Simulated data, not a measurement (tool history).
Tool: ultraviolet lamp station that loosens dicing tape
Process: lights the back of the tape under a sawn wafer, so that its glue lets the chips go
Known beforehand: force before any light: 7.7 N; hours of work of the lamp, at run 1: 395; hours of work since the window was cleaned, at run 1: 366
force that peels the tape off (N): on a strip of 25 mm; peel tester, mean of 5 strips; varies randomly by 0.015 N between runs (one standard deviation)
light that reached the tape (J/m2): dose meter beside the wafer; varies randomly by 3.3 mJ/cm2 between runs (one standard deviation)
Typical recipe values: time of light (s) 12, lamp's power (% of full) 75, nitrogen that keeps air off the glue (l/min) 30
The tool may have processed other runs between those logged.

run	hour	time of light (s)	lamp's power (% of full)	nitrogen that keeps air off the glue (l/min)	hours of work of the lamp	hours of work since the window was cleaned	force that peels the tape off (N)	light that reached the tape (J/m2)
1	0	12	75	30	395	366	1.132	4090
2	13	12	75	37	405	376	1.019	4040
3	24.8	12	75	37	414	385	1.037	4050
4	38.7	12	75	37	425	396	1.044	3990
5	59.4	12	75	37	441	412	1.082	3940
6	70	12	75	37	449	420	1.092	3920
7	84.4	6	75	30	460	431	3.023	1940
8	94.1	11	75	30	468	439	1.428	3590
9	112.7	11	75	30	482	453	1.519	3550
10	126.4	11	75	30	493	464	1.474	3480
11	138	11	75	30	502	473	1.517	3510
12	157.1	11	75	30	516	488	1.513	3520
13	177.6	11	75	30	532	504	1.516	3440
14	188.1	12	75	30	540	512	1.355	3720
15	200	12	75	30	549	521	1.391	3750
16	212.5	12	75	30	559	531	1.4	3670
17	234.5	12	75	30	576	548	1.389	3650
18	250.2	12	75	30	588	560	1.393	3630
19	259.5	8	75	30	595	567	2.501	2410
20	277.6	7	75	30	609	581	2.841	2070
21	290.9	16	75	30	620	591	0.841	4690
22	307.2	12	84	30	632	604	1.262	3900
23	318.2	16	92	54	641	612	0.397	5690
# hour 326.1: window cleaned of glue's vapour
24	331	12	75	22	650	4	1.541	3880
25	347.2	12	75	22	663	16	1.535	3840
26	361.1	20	74	32	674	27	0.438	6280
27	374.4	12	75	23	684	37	1.513	3820
28	387.6	12	75	23	694	48	1.53	3780
29	405.6	7	75	19	708	61	3.146	2200
30	421.3	22	75	13	720	74	0.799	6860
31	438.1	16	93	17	733	87	0.812	6050
32	458.5	14	69	28	749	102	1.286	3880
33	471.6	14	69	28	759	113	1.304	3840
34	491.6	15	75	21	775	128	1.27	4450
35	509.6	6	88	24	789	142	3.131	2070
36	529.1	6	88	24	804	157	3.085	2070
37	541.7	6	88	24	813	167	3.184	2050
38	561.7	6	88	24	829	182	3.103	1990
39	583	6	88	24	845	199	3.137	2010
40	593.4	6	88	24	853	207	3.102	1990
41	606	6	88	24	863	217	3.244	1980

What does the tool deliver on the next run?
42	620.3	11	83	11	874	228	?	?

Run 42 produced force that peels the tape off (N) 2.664, light that reached the tape (J/m2) 3410.
If the tool had no hidden condition, the same run with the same run-to-run variation would have returned force that peels the tape off (N) 1.483, light that reached the tape (J/m2) 5290.
